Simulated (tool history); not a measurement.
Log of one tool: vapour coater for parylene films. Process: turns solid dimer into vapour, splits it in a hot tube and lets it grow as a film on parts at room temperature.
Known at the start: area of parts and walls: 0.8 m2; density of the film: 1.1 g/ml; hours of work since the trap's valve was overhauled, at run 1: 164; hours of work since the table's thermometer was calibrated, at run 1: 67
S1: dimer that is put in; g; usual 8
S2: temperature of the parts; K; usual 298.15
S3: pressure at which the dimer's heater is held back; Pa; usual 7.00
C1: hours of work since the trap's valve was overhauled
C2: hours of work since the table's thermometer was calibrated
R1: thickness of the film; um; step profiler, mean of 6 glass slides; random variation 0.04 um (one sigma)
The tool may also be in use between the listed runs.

run	hour	S1	S2	S3	C1	C2	R1
1	0.0	8	298.15	7.00	164	67	4.13
2	23.2	8	298.15	7.00	178	81	4.15
3	57.9	8	298.15	7.00	199	102	4.15
4	78.2	8	301.15	7.00	211	114	3.69
5	96.2	8	298.15	7.00	221	125	4.14
6	117.3	8	298.15	7.00	234	137	4.07
# hour 121.7: table's thermometer calibrated
7	135.1	8	298.15	7.00	244	8	4.09
8	173.9	8	298.15	7.00	267	31	4.14
9	207.9	8	298.15	6.13	287	51	4.05
10	234.3	8	298.15	6.13	303	67	4.05
# hour 237.5: table's thermometer calibrated, once more
11	274.1	6	293.15	6.88	326	22	3.64
12	313.6	6	293.15	6.88	350	45	3.66
13	333.1	11	307.15	3.33	362	57	4.14
14	350.5	8	291.15	5.13	372	67	5.34
15	382.9	6	298.15	7.00	391	87	2.96

The next listed run, before its measurement:
16	411.1	6	298.15	7.00	408	104	?

R1: 2.99 um
Without the tool's hidden state the same run would have given R1 3.26 um.
